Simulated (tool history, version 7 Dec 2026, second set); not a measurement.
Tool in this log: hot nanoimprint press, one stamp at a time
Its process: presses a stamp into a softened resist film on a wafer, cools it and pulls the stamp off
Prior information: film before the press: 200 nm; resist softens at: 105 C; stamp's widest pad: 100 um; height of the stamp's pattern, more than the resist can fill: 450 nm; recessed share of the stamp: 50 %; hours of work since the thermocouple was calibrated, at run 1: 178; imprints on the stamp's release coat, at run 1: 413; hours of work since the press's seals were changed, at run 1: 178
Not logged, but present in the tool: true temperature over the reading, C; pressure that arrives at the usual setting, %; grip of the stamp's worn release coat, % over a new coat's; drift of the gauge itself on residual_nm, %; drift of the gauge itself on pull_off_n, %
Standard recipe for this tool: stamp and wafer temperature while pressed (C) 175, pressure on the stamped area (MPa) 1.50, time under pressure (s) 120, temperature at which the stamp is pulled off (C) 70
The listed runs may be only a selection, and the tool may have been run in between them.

run	day	stamp and wafer temperature while pressed (C)	pressure on the stamped area (MPa)	time under pressure (s)	temperature at which the stamp is pulled off (C)	hours of work since the thermocouple was calibrated	imprints on the stamp's release coat	hours of work since the press's seals were changed	resist left under the stamp's widest pad (Å)	greatest force while the stamp is pulled off (N)
1	0.000	175	1.50	120	70	178	413	178	1123	121
2	0.400	183	1.50	120	70	183	428	183	936	117
3	0.683	183	1.50	215	70	187	439	187	759	118
4	1.029	183	1.50	215	70	191	453	191	763	119
5	1.250	183	1.28	215	70	194	461	194	830	111
6	1.479	175	1.50	120	70	197	470	197	1127	120
7	1.758	175	1.11	120	70	201	481	201	1285	123
8	2.092	175	1.50	120	70	205	494	205	1132	118
9	2.400	176	1.50	112	70	209	506	209	1139	122
10	2.729	179	1.39	112	59	213	518	213	1090	154
11	3.038	177	1.48	112	67	217	530	217	1113	131
12	3.246	163	1.26	159	55	220	538	220	1476	163
13	3.550	163	1.15	122	66	224	550	224	1606	133
14	3.867	175	1.43	120	65	228	562	228	1171	130
15	4.183	175	1.43	120	65	232	575	232	1173	136

How would selected steps in resist left under the stamp's widest pad (Å) from run to run divide? Give the signed amount a tool lacking its hidden state would still show from settings, what came in and random variation, and the signed amount left for the hidden state, including any gauge scatter that is not in both of the compared results.
Run 11 -> 12: stamp and wafer temperature while pressed (C) 177 -> 163, pressure on the stamped area (MPa) 1.48 -> 1.26, time under pressure (s) 112 -> 159, temperature at which the stamp is pulled off (C) 67 -> 55. resist left under the stamp's widest pad (Å) +363: hidden state +7, all else +356.
Run 13 -> 14: stamp and wafer temperature while pressed (C) 163 -> 175, pressure on the stamped area (MPa) 1.15 -> 1.43, time under pressure (s) 122 -> 120, temperature at which the stamp is pulled off (C) 66 -> 65. resist left under the stamp's widest pad (Å) -435: hidden state -5, all else -430.

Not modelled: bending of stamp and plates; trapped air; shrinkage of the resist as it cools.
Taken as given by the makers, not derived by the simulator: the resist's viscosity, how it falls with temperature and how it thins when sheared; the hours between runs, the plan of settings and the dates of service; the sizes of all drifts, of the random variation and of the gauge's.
